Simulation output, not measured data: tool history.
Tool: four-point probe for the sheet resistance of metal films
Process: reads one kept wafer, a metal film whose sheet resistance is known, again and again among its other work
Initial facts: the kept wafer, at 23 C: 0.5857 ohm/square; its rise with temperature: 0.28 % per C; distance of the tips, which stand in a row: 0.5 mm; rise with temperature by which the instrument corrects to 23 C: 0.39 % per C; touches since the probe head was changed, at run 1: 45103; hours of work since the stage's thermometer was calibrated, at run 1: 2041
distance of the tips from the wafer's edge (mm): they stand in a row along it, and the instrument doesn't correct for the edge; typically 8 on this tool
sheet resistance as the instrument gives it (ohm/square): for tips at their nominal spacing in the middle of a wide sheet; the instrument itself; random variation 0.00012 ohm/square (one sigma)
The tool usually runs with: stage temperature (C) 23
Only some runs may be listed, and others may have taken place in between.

run,hour,stage temperature (C),distance of the tips from the wafer's edge (mm),touches since the probe head was changed,hours of work since the stage's thermometer was calibrated,sheet resistance as the instrument gives it (ohm/square)
1,0,23,8,45103,2041,0.586797
2,100,32,8,49955,2099,0.581455
3,193.8,23,8,54502,2154,0.58697
4,308.8,23,8,60080,2221,0.586627
5,412.4,23,8,65104,2281,0.586944
6,464.1,23,8,67615,2311,0.586729
7,520.7,23,8,70362,2344,0.586872
8,626.9,23,8,75512,2406,0.586976
9,725.6,23,8,80300,2463,0.586848
# hour 746.6: new probe head fitted
10,805.5,19,26,2856,2509,0.588337
11,915.9,32,11,8210,2574,0.580799
# hour 962.7: stage's thermometer calibrated
12,982.8,32,11,11430,12,0.580761
13,1099,19,4,17065,79,0.593119
14,1217.5,18,12,22813,148,0.58965
15,1340,29,63,28758,220,0.581915
16,1432.9,29,63,33262,274,0.5819
17,1508.2,28,63,36916,317,0.582619
18,1561.2,32,23,39488,348,0.580157

Describe how what the log doesn't record of the tool's condition differs between the last listed run preceding each entry between runs and the first listed run following it.
Between runs 9 and 10: new probe head fitted (hour 746.6)
  inner tips' distance over the nominal, %: -0.012 -> 0.003; tips' flats over new ones', %: 1 -> 0
Between runs 11 and 12: stage's thermometer calibrated (hour 962.7)
  wafer's true temperature over the reading, C: 0.01 -> 0

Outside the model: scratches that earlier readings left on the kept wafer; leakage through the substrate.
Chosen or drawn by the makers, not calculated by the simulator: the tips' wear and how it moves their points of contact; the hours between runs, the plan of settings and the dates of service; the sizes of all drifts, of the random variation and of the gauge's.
